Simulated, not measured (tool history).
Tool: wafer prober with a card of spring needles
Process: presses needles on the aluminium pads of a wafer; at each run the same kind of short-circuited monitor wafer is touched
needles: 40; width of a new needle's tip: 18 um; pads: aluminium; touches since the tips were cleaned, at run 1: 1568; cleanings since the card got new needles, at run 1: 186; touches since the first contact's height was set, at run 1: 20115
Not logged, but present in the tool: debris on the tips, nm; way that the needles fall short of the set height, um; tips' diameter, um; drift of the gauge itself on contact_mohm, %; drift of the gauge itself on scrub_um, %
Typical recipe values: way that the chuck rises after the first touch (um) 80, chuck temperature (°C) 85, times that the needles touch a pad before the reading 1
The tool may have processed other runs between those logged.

| run | hour | way that the chuck rises after the first touch (um) | chuck temperature (°C) | times that the needles touch a pad before the reading | touches since the tips were cleaned | cleanings since the card got new needles | touches since the first contact's height was set | resistance of one needle with its contact and lead (mohm) | way that a needle slides on the pad (um) |
|---|---|---|---|---|---|---|---|---|---|
| 1 | 0.0 | 80 | 85 | 1 | 1568 | 186 | 20115 | 281 | 14.88 |
|  | 1.5 | tips cleaned on abrasive film |
|  | 8.5 | tips cleaned on abrasive film |
|  | 15.4 | tips cleaned on abrasive film |
|  | 22.4 | tips cleaned on abrasive film |
|  | 29.4 | tips cleaned on abrasive film |
|  | 35.0 | tips cleaned on abrasive film |
|  | 42.0 | tips cleaned on abrasive film |
|  | 48.9 | tips cleaned on abrasive film |
|  | 54.5 | tips cleaned on abrasive film |
|  | 61.5 | tips cleaned on abrasive film |
|  | 67.5 | tips cleaned on abrasive film |
| 2 | 67.5 | 80 | 85 | 1 | 0 | 197 | 41437 | 268 | 14.45 |
|  | 74.5 | tips cleaned on abrasive film |
|  | 81.4 | tips cleaned on abrasive film |
|  | 88.4 | tips cleaned on abrasive film |
|  | 94.0 | tips cleaned on abrasive film |
|  | 101.0 | tips cleaned on abrasive film |
|  | 106.6 | tips cleaned on abrasive film |
|  | 113.6 | tips cleaned on abrasive film |
|  | 120.5 | tips cleaned on abrasive film |
|  | 127.5 | tips cleaned on abrasive film |
|  | 134.5 | tips cleaned on abrasive film |
| 3 | 139.4 | 80 | 64 | 1 | 1576 | 207 | 64209 | 275 | 14.39 |
|  | 140.9 | tips cleaned on abrasive film |
|  | 147.9 | tips cleaned on abrasive film |
|  | 154.8 | tips cleaned on abrasive film |
|  | 160.4 | tips cleaned on abrasive film |
|  | 167.4 | tips cleaned on abrasive film |
|  | 174.4 | tips cleaned on abrasive film |
| 4 | 178.2 | 80 | 64 | 1 | 1227 | 213 | 76476 | 277 | 14.15 |
|  | 181.0 | tips cleaned on abrasive film |
|  | 188.0 | tips cleaned on abrasive film |
|  | 195.0 | tips cleaned on abrasive film |
|  | 200.6 | tips cleaned on abrasive film |
|  | 207.6 | tips cleaned on abrasive film |
|  | 213.2 | tips cleaned on abrasive film |
|  | 218.8 | tips cleaned on abrasive film |
|  | 225.7 | tips cleaned on abrasive film |
|  | 231.3 | tips cleaned on abrasive film |
|  | 238.3 | tips cleaned on abrasive film |
|  | 243.9 | tips cleaned on abrasive film |
| 5 | 246.6 | 80 | 64 | 1 | 847 | 224 | 98078 | 270 | 14.08 |
|  | 250.8 | tips cleaned on abrasive film |
|  | 257.8 | tips cleaned on abrasive film |
|  | 264.7 | tips cleaned on abrasive film |
|  | 271.7 | tips cleaned on abrasive film |
|  | 278.7 | tips cleaned on abrasive film |
|  | 284.3 | tips cleaned on abrasive film |
|  | 291.3 | tips cleaned on abrasive film |
|  | 296.9 | tips cleaned on abrasive film |
|  | 303.8 | tips cleaned on abrasive film |
|  | 309.4 | tips cleaned on abrasive film |
|  | 316.3 | tips cleaned on abrasive film |
| 6 | 316.3 | 78 | 64 | 1 | 0 | 235 | 120119 | 259 | 13.18 |
|  | 323.3 | tips cleaned on abrasive film |
|  | 330.2 | tips cleaned on abrasive film |
|  | 335.8 | tips cleaned on abrasive film |
|  | 342.8 | tips cleaned on abrasive film |
|  | 348.4 | tips cleaned on abrasive film |
|  | 355.4 | tips cleaned on abrasive film |
|  | 362.4 | tips cleaned on abrasive film |
| 7 | 364.3 | 78 | 64 | 1 | 610 | 242 | 135302 | 273 | 13.22 |
|  | 368.5 | tips cleaned on abrasive film |
|  | 375.5 | tips cleaned on abrasive film |
|  | 381.1 | tips cleaned on abrasive film |
|  | 388.0 | tips cleaned on abrasive film |
|  | 395.0 | tips cleaned on abrasive film |
| 8 | 398.7 | 80 | 85 | 1 | 1197 | 247 | 146213 | 287 | 13.33 |
|  | 401.6 | tips cleaned on abrasive film |
|  | 407.2 | tips cleaned on abrasive film |
|  | 414.2 | tips cleaned on abrasive film |
|  | 421.1 | tips cleaned on abrasive film |
|  | 428.1 | tips cleaned on abrasive film |
|  | 435.1 | tips cleaned on abrasive film |
|  | 440.7 | tips cleaned on abrasive film |
|  | 446.3 | tips cleaned on abrasive film |
| 9 | 447.9 | 80 | 85 | 1 | 515 | 255 | 161743 | 277 | 13.15 |
|  | 452.1 | tips cleaned on abrasive film |
|  | 459.1 | tips cleaned on abrasive film |
|  | 466.1 | tips cleaned on abrasive film |
|  | 473.1 | tips cleaned on abrasive film |
|  | 478.7 | tips cleaned on abrasive film |
|  | 485.6 | tips cleaned on abrasive film |
|  | 492.6 | tips cleaned on abrasive film |
| 10 | 496.8 | 78 | 85 | 3 | 1335 | 262 | 177210 | 275 | 12.78 |
|  | 498.3 | tips cleaned on abrasive film |
|  | 505.3 | tips cleaned on abrasive film |
|  | 510.9 | tips cleaned on abrasive film |
|  | 517.9 | tips cleaned on abrasive film |
|  | 520.9 | height of the first contact set anew |
|  | 525.1 | tips cleaned on abrasive film |
|  | 532.1 | tips cleaned on abrasive film |
|  | 539.1 | tips cleaned on abrasive film |
|  | 546.1 | tips cleaned on abrasive film |
|  | 552.3 | tips cleaned on abrasive film |
| 11 | 552.3 | 63 | 111 | 2 | 0 | 271 | 9917 | 273 | 11.69 |
|  | 559.3 | tips cleaned on abrasive film |
|  | 566.3 | tips cleaned on abrasive film |
|  | 573.2 | tips cleaned on abrasive film |
|  | 580.2 | tips cleaned on abrasive film |
|  | 587.2 | tips cleaned on abrasive film |
|  | 594.2 | tips cleaned on abrasive film |
|  | 599.8 | tips cleaned on abrasive film |
|  | 606.7 | tips cleaned on abrasive film |
|  | 613.7 | tips cleaned on abrasive film |
|  | 620.7 | tips cleaned on abrasive film |
|  | 626.8 | tips cleaned on abrasive film |
| 12 | 626.8 | 63 | 111 | 2 | 0 | 282 | 33505 | 278 | 11.50 |
|  | 633.8 | tips cleaned on abrasive film |
|  | 640.8 | tips cleaned on abrasive film |
|  | 647.8 | tips cleaned on abrasive film |
|  | 654.7 | tips cleaned on abrasive film |
|  | 660.3 | tips cleaned on abrasive film |
|  | 667.3 | tips cleaned on abrasive film |
| 13 | 670.7 | 87 | 34 | 3 | 1080 | 288 | 47389 | 255 | 15.72 |
|  | 673.5 | tips cleaned on abrasive film |
|  | 679.1 | tips cleaned on abrasive film |
|  | 684.7 | tips cleaned on abrasive film |
|  | 691.7 | tips cleaned on abrasive film |
|  | 698.7 | tips cleaned on abrasive film |
|  | 705.7 | tips cleaned on abrasive film |
|  | 711.3 | tips cleaned on abrasive film |
| 14 | 712.9 | 83 | 92 | 2 | 519 | 295 | 60713 | 269 | 14.79 |
|  | 717.1 | tips cleaned on abrasive film |
|  | 724.1 | tips cleaned on abrasive film |
|  | 729.7 | tips cleaned on abrasive film |
|  | 735.3 | tips cleaned on abrasive film |
|  | 742.2 | tips cleaned on abrasive film |
|  | 747.8 | tips cleaned on abrasive film |
|  | 754.8 | tips cleaned on abrasive film |
|  | 761.1 | tips cleaned on abrasive film |
| 15 | 761.1 | 83 | 92 | 2 | 0 | 303 | 75954 | 265 | 14.67 |
|  | 768.1 | tips cleaned on abrasive film |
|  | 773.7 | tips cleaned on abrasive film |
|  | 779.3 | tips cleaned on abrasive film |
|  | 786.3 | tips cleaned on abrasive film |
|  | 791.9 | tips cleaned on abrasive film |
|  | 798.8 | tips cleaned on abrasive film |
| 16 | 801.1 | 78 | 85 | 1 | 710 | 309 | 88586 | 280 | 13.71 |

Branching from run 16: 5 alternative next runs. What would each branch give?
|  | 805.3 | tips cleaned on abrasive film |
|  | 812.3 | tips cleaned on abrasive film |
|  | 819.2 | tips cleaned on abrasive film |
|  | 826.2 | tips cleaned on abrasive film |
|  | 833.2 | tips cleaned on abrasive film |
|  | 840.2 | tips cleaned on abrasive film |
|  | 845.8 | tips cleaned on abrasive film |
|  | 851.4 | tips cleaned on abrasive film |
|  | 858.3 | tips cleaned on abrasive film |
| A | 859.4 | 88 | 85 | 3 | 345 | 318 | 107038 | ? | ? |
|  | 805.3 | tips cleaned on abrasive film |
|  | 812.3 | tips cleaned on abrasive film |
|  | 819.2 | tips cleaned on abrasive film |
|  | 826.2 | tips cleaned on abrasive film |
|  | 833.2 | tips cleaned on abrasive film |
|  | 840.2 | tips cleaned on abrasive film |
|  | 845.8 | tips cleaned on abrasive film |
|  | 851.4 | tips cleaned on abrasive film |
|  | 858.3 | tips cleaned on abrasive film |
| B | 859.4 | 73 | 44 | 1 | 345 | 318 | 107038 | ? | ? |
|  | 805.3 | tips cleaned on abrasive film |
|  | 812.3 | tips cleaned on abrasive film |
|  | 819.2 | tips cleaned on abrasive film |
|  | 826.2 | tips cleaned on abrasive film |
|  | 833.2 | tips cleaned on abrasive film |
|  | 840.2 | tips cleaned on abrasive film |
|  | 845.8 | tips cleaned on abrasive film |
|  | 851.4 | tips cleaned on abrasive film |
|  | 858.3 | tips cleaned on abrasive film |
| C | 859.4 | 70 | 85 | 1 | 345 | 318 | 107038 | ? | ? |
|  | 805.3 | tips cleaned on abrasive film |
|  | 812.3 | tips cleaned on abrasive film |
|  | 819.2 | tips cleaned on abrasive film |
|  | 826.2 | tips cleaned on abrasive film |
|  | 833.2 | tips cleaned on abrasive film |
|  | 840.2 | tips cleaned on abrasive film |
|  | 845.8 | tips cleaned on abrasive film |
|  | 851.4 | tips cleaned on abrasive film |
|  | 858.3 | tips cleaned on abrasive film |
| D | 859.4 | 78 | 114 | 1 | 345 | 318 | 107038 | ? | ? |
|  | 805.3 | tips cleaned on abrasive film |
|  | 812.3 | tips cleaned on abrasive film |
|  | 819.2 | tips cleaned on abrasive film |
|  | 826.2 | tips cleaned on abrasive film |
|  | 833.2 | tips cleaned on abrasive film |
|  | 840.2 | tips cleaned on abrasive film |
|  | 845.8 | tips cleaned on abrasive film |
|  | 851.4 | tips cleaned on abrasive film |
|  | 858.3 | tips cleaned on abrasive film |
| E | 859.4 | 96 | 85 | 1 | 345 | 318 | 107038 | ? | ? |

| run | resistance of one needle with its contact and lead (mohm) | way that a needle slides on the pad (um) |
|---|---|---|
| A | 267 | 15.34 |
| B | 265 | 12.45 |
| C | 279 | 11.92 |
| D | 285 | 13.22 |
| E | 269 | 16.88 |
Without the tool's unlogged condition, the same runs would have read:
| run | resistance of one needle with its contact and lead (mohm) | way that a needle slides on the pad (um) |
|---|---|---|
| A | 260 | 16.44 |
| B | 249 | 13.56 |
| C | 262 | 13.02 |
| D | 271 | 14.31 |
| E | 259 | 17.99 |
